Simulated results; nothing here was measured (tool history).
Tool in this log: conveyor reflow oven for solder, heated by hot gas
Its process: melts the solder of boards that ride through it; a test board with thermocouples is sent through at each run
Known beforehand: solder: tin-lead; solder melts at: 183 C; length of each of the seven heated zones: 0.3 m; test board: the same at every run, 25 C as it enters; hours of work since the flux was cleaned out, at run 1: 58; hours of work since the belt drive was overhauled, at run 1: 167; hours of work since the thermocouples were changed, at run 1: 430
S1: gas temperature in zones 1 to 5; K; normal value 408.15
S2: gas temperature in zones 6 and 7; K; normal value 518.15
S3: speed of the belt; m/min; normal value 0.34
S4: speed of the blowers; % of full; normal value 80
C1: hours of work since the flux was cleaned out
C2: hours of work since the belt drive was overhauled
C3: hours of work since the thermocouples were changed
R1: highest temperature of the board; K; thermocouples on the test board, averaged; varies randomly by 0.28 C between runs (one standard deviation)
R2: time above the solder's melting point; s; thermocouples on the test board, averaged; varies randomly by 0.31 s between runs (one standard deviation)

Run 1, hour 0: usual settings; C1 58; C2 167; C3 430. Result: R1 506.75 K, R2 93 s.
Run 2, hour 4.4: usual settings but S1 403.15 K; C1 60; C2 169; C3 433. Result: R1 505.85 K, R2 90.7 s.
Run 3, hour 9.1: usual settings; C1 63; C2 172; C3 435. Result: R1 506.95 K, R2 93 s.
Run 4, hour 15.2: usual settings but S1 414.15 K; C1 67; C2 176; C3 439. Result: R1 507.55 K, R2 96.7 s.
Run 5, hour 20.8: usual settings but S1 414.15 K; C1 70; C2 179; C3 442. Result: R1 507.55 K, R2 95.6 s.
Run 6, hour 26: usual settings but S2 530.15 K, S4 70 % of full; C1 73; C2 182; C3 445. Result: R1 515.25 K, R2 98.7 s.
Run 7, hour 32.4: usual settings but S3 0.281 m/min, S4 77 % of full; C1 77; C2 186; C3 449. Result: R1 511.35 K, R2 116.2 s.
Run 8, hour 39.6: usual settings but S3 0.281 m/min, S4 77 % of full; C1 81; C2 190; C3 453. Result: R1 510.45 K, R2 116.3 s.
Run 9, hour 44: usual settings but S3 0.281 m/min, S4 77 % of full; C1 84; C2 193; C3 456. Result: R1 511.25 K, R2 116.4 s.
Run 10, hour 50.5: usual settings but S3 0.363 m/min; C1 88; C2 197; C3 460. Result: R1 504.35 K, R2 84.9 s.

Each run again, without the hidden state but with its own random variation kept:
Unlogged tool condition in this case: heat that the gas passes to the board, % of a clean oven's; belt's true speed, % of the reading; true gas temperature in zones 6 and 7 over the reading, C; drift of the gauge itself on peak_c, C; drift of the gauge itself on liquid_s, %.
run      R1     R2
  1  506.35   92.6
  2  505.55   90.4
  3  506.65   92.6
  4  507.15   96.3
  5  507.15   95.2
  6  515.05   98.3
  7  510.85  115.7
  8  510.05  115.8
  9  510.85  115.9
 10  504.25   84.7
